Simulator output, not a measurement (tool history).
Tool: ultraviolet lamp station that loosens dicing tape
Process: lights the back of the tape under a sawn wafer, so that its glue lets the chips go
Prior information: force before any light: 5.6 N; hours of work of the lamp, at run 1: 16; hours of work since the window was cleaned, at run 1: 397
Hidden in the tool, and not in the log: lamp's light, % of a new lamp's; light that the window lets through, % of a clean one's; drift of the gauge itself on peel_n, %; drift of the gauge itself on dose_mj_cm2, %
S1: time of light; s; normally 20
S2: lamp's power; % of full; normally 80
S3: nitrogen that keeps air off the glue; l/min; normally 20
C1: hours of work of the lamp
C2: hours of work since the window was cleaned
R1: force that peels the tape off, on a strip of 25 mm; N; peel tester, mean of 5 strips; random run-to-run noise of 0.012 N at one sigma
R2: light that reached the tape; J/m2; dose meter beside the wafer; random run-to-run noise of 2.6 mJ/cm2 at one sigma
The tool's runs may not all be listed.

run	hour	S1	S2	S3	C1	C2	R1	R2
1	0	20	80	20	16	397	0.647	3150
2	6.5	20	80	20	19	400	0.63	3130
3	13.3	20	80	20	22	403	0.618	3150
4	17	20	80	20	24	405	0.669	3120
5	20.9	20	80	20	26	407	0.643	3150
6	28.4	20	80	20	29	410	0.659	3160
7	32.8	20	80	20	31	412	0.639	3110
8	39.3	20	80	20	34	415	0.645	3100
9	44.1	20	80	20	36	417	0.632	3090
10	53.2	20	80	20	40	421	0.641	3130
11	58.9	20	72	20	43	424	0.757	2790
12	63	20	72	20	45	425	0.77	2810
13	71.7	20	61	20	49	429	1.023	2370
14	77.4	20	61	20	51	432	0.996	2390
15	81	13	86	19	53	433	1.19	2160
16	85.5	19	66	24	55	435	0.929	2440
17	93.5	14	80	6	58	439	1.708	2180
18	99.8	20	77	25	61	442	0.637	2920
19	107.5	20	80	14	65	445	0.744	3090
20	113.3	20	80	25	67	448	0.612	3040
21	117.5	11	78	12	69	450	1.843	1690
22	126.2	20	63	20	73	454	0.978	2420
23	134.8	23	95	8	77	458	0.562	4220
24	143.2	16	81	9	81	461	1.218	2500
25	151.1	16	81	9	84	465	1.284	2440
26	155	16	81	9	86	467	1.234	2430
27	161.1	16	81	9	89	469	1.216	2500

Pick out some run-to-run changes in R1. Of each, how much would a tool without hidden state show as well, from the settings, what came in and chance, and how much is left for the hidden state and any gauge scatter not in both results compared?
Run 17 -> 18: S1 14 -> 20, S2 80 -> 77, S3 6 -> 25. R1 -1.071 N: hidden state -0.062, all else -1.009.
Run 20 -> 21: S1 20 -> 11, S2 80 -> 78, S3 25 -> 12. R1 +1.231 N: hidden state +0.072, all else +1.159.
